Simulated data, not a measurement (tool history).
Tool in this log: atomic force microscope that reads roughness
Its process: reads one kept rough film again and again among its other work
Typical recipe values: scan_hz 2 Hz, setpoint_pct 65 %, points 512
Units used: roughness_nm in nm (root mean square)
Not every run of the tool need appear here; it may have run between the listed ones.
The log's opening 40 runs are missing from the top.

{"run": 41, "hour": 709.0, "scan_hz": 0.69, "setpoint_pct": 83, "points": 983, "roughness_nm": 3.077}
{"run": 42, "hour": 719.7, "scan_hz": 0.69, "setpoint_pct": 83, "points": 983, "roughness_nm": 2.951}
{"run": 43, "hour": 737.6, "scan_hz": 0.57, "setpoint_pct": 65, "points": 611, "roughness_nm": 2.929}
{"run": 44, "hour": 762.6, "scan_hz": 1.01, "setpoint_pct": 66, "points": 376, "roughness_nm": 2.622}
{"hour": 770.3, "done": "new tip fitted"}
{"run": 45, "hour": 774.4, "scan_hz": 0.93, "setpoint_pct": 65, "points": 984, "roughness_nm": 3.693}
{"run": 46, "hour": 794.7, "scan_hz": 0.8, "setpoint_pct": 61, "points": 398, "roughness_nm": 3.402}
{"run": 47, "hour": 805.2, "scan_hz": 3.5, "setpoint_pct": 61, "points": 262, "roughness_nm": 2.937}
{"run": 48, "hour": 824.4, "scan_hz": 3.5, "setpoint_pct": 61, "points": 262, "roughness_nm": 2.751}
{"run": 49, "hour": 846.6, "scan_hz": 3.5, "setpoint_pct": 77, "points": 262, "roughness_nm": 2.191}

Here are 5 independent what-if runs from the current tool condition. What would each one return?
{"hour": 868.7, "done": "new tip fitted"}
{"run": "A", "hour": 869.3, "scan_hz": 1.54, "setpoint_pct": 81, "points": 270, "roughness_nm": "?"}
{"hour": 868.7, "done": "new tip fitted"}
{"run": "B", "hour": 869.3, "scan_hz": 3.5, "setpoint_pct": 68, "points": 262, "roughness_nm": "?"}
{"hour": 868.7, "done": "new tip fitted"}
{"run": "C", "hour": 869.3, "scan_hz": 2, "setpoint_pct": 65, "points": 376, "roughness_nm": "?"}
{"hour": 868.7, "done": "new tip fitted"}
{"run": "D", "hour": 869.3, "scan_hz": 0.66, "setpoint_pct": 65, "points": 512, "roughness_nm": "?"}
{"hour": 868.7, "done": "new tip fitted"}
{"run": "E", "hour": 869.3, "scan_hz": 3.23, "setpoint_pct": 65, "points": 725, "roughness_nm": "?"}

run=A roughness_nm=3.307
run=B roughness_nm=3.246
run=C roughness_nm=3.592
run=D roughness_nm=3.806
run=E roughness_nm=3.417
With the hidden condition removed and each run's random variation left untouched, the same runs would have given:
run=A roughness_nm=3.36
run=B roughness_nm=3.298
run=C roughness_nm=3.65
run=D roughness_nm=3.867
run=E roughness_nm=3.471
